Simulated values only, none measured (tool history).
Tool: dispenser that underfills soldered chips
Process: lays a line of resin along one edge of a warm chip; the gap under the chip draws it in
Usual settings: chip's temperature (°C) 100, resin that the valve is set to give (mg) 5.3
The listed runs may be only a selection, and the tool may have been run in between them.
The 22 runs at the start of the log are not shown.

run,hour,chip's temperature (°C),resin that the valve is set to give (mg),hours of work since the syringe was changed,hours of work since the valve was cleaned,hours of work since the stage was calibrated,time until the resin shows at the far edge (s),resin that the valve gave (mg)
23,83,113,6.49,6,98,76,15.5,6.3
# hour 83.7: new syringe of resin
# hour 85.9: dispensing valve cleaned and set on the balance
24,89,99,4.59,3,2,79,24.6,4.59
25,91.6,101,5.06,4,3,80,24.4,5.02
26,94.9,101,5.06,6,5,82,27.4,5.04
# hour 95.6: new syringe of resin
27,100.1,99,6.4,3,8,85,22.5,6.36
28,103.3,94,6.12,5,10,87,31.1,6.09
29,105.7,113,6.76,6,12,89,15.6,6.71
# hour 106.3: new syringe of resin
30,111.2,106,6.59,3,15,92,17.3,6.52
31,116.2,114,5.59,6,18,95,15.3,5.5
# hour 117: new syringe of resin
32,119.9,114,5.59,2,20,97,11.6,5.54
33,124.9,91,5.3,5,23,100,37.8,5.23
# hour 127.6: new syringe of resin
34,129.6,99,5.2,1,26,103,20.8,5.19
35,133.4,95,4.58,4,28,105,30.7,4.5

3 options for the next run, each taken on its own from the tool as it stands now. Forecast them:
A,137.3,100,5.1,6,31,107,?,?
B,137.3,108,5.69,6,31,107,?,?
C,137.3,86,5.17,6,31,107,?,?

run,time until the resin shows at the far edge (s),resin that the valve gave (mg)
A,27.8,5
B,18.9,5.63
C,51.8,5.14
What these runs would have given with no unlogged condition in the tool:
run,time until the resin shows at the far edge (s),resin that the valve gave (mg)
A,20.2,5.06
B,13.8,5.69
C,38.3,5.2
